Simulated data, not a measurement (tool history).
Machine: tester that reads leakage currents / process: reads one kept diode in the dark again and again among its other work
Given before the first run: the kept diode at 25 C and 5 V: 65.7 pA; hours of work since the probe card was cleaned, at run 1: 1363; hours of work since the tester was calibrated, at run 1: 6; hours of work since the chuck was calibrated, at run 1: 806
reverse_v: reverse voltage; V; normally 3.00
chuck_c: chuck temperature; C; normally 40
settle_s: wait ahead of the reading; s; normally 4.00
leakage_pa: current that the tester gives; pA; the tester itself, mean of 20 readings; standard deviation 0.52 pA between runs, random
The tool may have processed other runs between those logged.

run	day	reverse_v	chuck_c	settle_s	hours of work since the probe card was cleaned	hours of work since the tester was calibrated	hours of work since the chuck was calibrated	leakage_pa
1	0.000	3.00	40	4.00	1363	6	806	171.47
2	1.033	19.34	40	4.00	1380	23	823	499.69
3	2.238	19.34	40	4.00	1400	43	843	498.84
4	3.567	19.34	40	4.00	1422	65	865	500.54
5	4.196	19.34	40	4.00	1433	76	876	500.94
6	5.671	19.34	40	4.00	1457	100	900	502.05
7	6.771	3.00	40	4.00	1475	118	918	171.31
8	8.117	3.00	40	4.00	1498	141	941	172.51
9	9.104	3.28	46	9.36	1514	157	957	288.82
10	10.325	7.74	31	0.70	1534	178	977	143.27
11	11.212	7.74	31	0.70	1549	192	992	142.66
12	11.896	7.74	31	0.70	1560	204	1004	143.46
13	13.300	5.67	51	0.45	1584	227	1027	574.40
14	14.550	5.67	51	0.45	1604	248	1048	578.98
15	15.421	11.16	39	1.58	1619	262	1062	338.26

Each row is a separate what-if for the run after 15, all from the same tool condition, not one after another. Results?
A	16.754	1.56	23	4.00	1641	284	1084	?
B	16.754	1.36	31	4.00	1641	284	1084	?
C	16.754	13.41	39	1.58	1641	284	1084	?

run	leakage_pa
A	28.32
B	52.16
C	375.29
Take away the tool's hidden state, keep each run's random variation, and the runs would have read:
run	leakage_pa
A	28.36
B	52.24
C	375.76
